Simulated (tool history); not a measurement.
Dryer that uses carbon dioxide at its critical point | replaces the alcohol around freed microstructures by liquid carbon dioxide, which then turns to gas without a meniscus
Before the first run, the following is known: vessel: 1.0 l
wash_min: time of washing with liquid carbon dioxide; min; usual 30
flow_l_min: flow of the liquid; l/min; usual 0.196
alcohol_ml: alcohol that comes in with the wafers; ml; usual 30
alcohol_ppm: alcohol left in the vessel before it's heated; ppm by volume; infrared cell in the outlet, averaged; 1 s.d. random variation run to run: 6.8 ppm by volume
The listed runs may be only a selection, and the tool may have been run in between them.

run 1 day=0.000 | wash_min=30 flow_l_min=0.196 alcohol_ml=30 | alcohol_ppm=520
run 2 day=0.288 | wash_min=30 flow_l_min=0.196 alcohol_ml=48 | alcohol_ppm=825
run 3 day=0.633 | wash_min=30 flow_l_min=0.196 alcohol_ml=30 | alcohol_ppm=528
run 4 day=0.904 | wash_min=30 flow_l_min=0.196 alcohol_ml=30 | alcohol_ppm=534
run 5 day=1.179 | wash_min=30 flow_l_min=0.196 alcohol_ml=30 | alcohol_ppm=513
run 6 day=1.517 | wash_min=30 flow_l_min=0.196 alcohol_ml=76 | alcohol_ppm=1320
run 7 day=1.883 | wash_min=30 flow_l_min=0.196 alcohol_ml=76 | alcohol_ppm=1351
run 8 day=2.133 | wash_min=30 flow_l_min=0.196 alcohol_ml=76 | alcohol_ppm=1358
run 9 day=2.462 | wash_min=26 flow_l_min=0.196 alcohol_ml=76 | alcohol_ppm=2292
run 10 day=2.821 | wash_min=30 flow_l_min=0.196 alcohol_ml=23 | alcohol_ppm=429
run 11 day=3.112 | wash_min=30 flow_l_min=0.196 alcohol_ml=23 | alcohol_ppm=419
run 12 day=3.388 | wash_min=30 flow_l_min=0.196 alcohol_ml=23 | alcohol_ppm=426
run 13 day=3.588 | wash_min=30 flow_l_min=0.196 alcohol_ml=23 | alcohol_ppm=420
run 14 day=3.783 | wash_min=30 flow_l_min=0.196 alcohol_ml=23 | alcohol_ppm=435
run 15 day=3.950 | wash_min=30 flow_l_min=0.196 alcohol_ml=23 | alcohol_ppm=423
run 16 day=4.112 | wash_min=30 flow_l_min=0.196 alcohol_ml=23 | alcohol_ppm=429
run 17 day=4.312 | wash_min=30 flow_l_min=0.196 alcohol_ml=30 | alcohol_ppm=545
run 18 day=4.646 | wash_min=30 flow_l_min=0.189 alcohol_ml=30 | alcohol_ppm=653
run 19 day=4.962 | wash_min=30 flow_l_min=0.189 alcohol_ml=30 | alcohol_ppm=627
run 20 day=5.196 | wash_min=30 flow_l_min=0.233 alcohol_ml=38 | alcohol_ppm=318
run 21 day=5.471 | wash_min=22 flow_l_min=0.181 alcohol_ml=38 | alcohol_ppm=2542
run 22 day=5.771 | wash_min=28 flow_l_min=0.196 alcohol_ml=34 | alcohol_ppm=829
run 23 day=6.108 | wash_min=20 flow_l_min=0.132 alcohol_ml=75 | alcohol_ppm=12988
run 24 day=6.271 | wash_min=20 flow_l_min=0.191 alcohol_ml=25 | alcohol_ppm=1878
run 25 day=6.654 | wash_min=42 flow_l_min=0.250 alcohol_ml=92 | alcohol_ppm=88
run 26 day=6.875 | wash_min=42 flow_l_min=0.120 alcohol_ml=92 | alcohol_ppm=3327
run 27 day=7.117 | wash_min=30 flow_l_min=0.137 alcohol_ml=30 | alcohol_ppm=1969
run 28 day=7.425 | wash_min=18 flow_l_min=0.120 alcohol_ml=86 | alcohol_ppm=21191
run 29 day=7.754 | wash_min=18 flow_l_min=0.229 alcohol_ml=86 | alcohol_ppm=5123
run 30 day=8.000 | wash_min=41 flow_l_min=0.229 alcohol_ml=62 | alcohol_ppm=117
run 31 day=8.325 | wash_min=40 flow_l_min=0.154 alcohol_ml=62 | alcohol_ppm=1048
run 32 day=8.596 | wash_min=26 flow_l_min=0.289 alcohol_ml=52 | alcohol_ppm=317
run 33 day=8.958 | wash_min=30 flow_l_min=0.131 alcohol_ml=113 | alcohol_ppm=8448
run 34 day=9.300 | wash_min=30 flow_l_min=0.196 alcohol_ml=75 | alcohol_ppm=1447
run 35 day=9.629 | wash_min=29 flow_l_min=0.196 alcohol_ml=30 | alcohol_ppm=693
run 36 day=9.842 | wash_min=29 flow_l_min=0.267 alcohol_ml=51 | alcohol_ppm=274
run 37 day=10.121 | wash_min=37 flow_l_min=0.272 alcohol_ml=103 | alcohol_ppm=134

Alternative continuations, all from the tool just after run 37; predict every row:
run A day=10.458 | wash_min=20 flow_l_min=0.151 alcohol_ml=30 | alcohol_ppm=?
run B day=10.458 | wash_min=33 flow_l_min=0.246 alcohol_ml=89 | alcohol_ppm=?
run C day=10.458 | wash_min=43 flow_l_min=0.157 alcohol_ml=99 | alcohol_ppm=?
run D day=10.458 | wash_min=28 flow_l_min=0.167 alcohol_ml=21 | alcohol_ppm=?

run=A alcohol_ppm=4126
run=B alcohol_ppm=383
run=C alcohol_ppm=1157
run=D alcohol_ppm=977
Had the tool no hidden state, the same runs would have come out as:
run=A alcohol_ppm=2929
run=B alcohol_ppm=147
run=C alcohol_ppm=537
run=D alcohol_ppm=567

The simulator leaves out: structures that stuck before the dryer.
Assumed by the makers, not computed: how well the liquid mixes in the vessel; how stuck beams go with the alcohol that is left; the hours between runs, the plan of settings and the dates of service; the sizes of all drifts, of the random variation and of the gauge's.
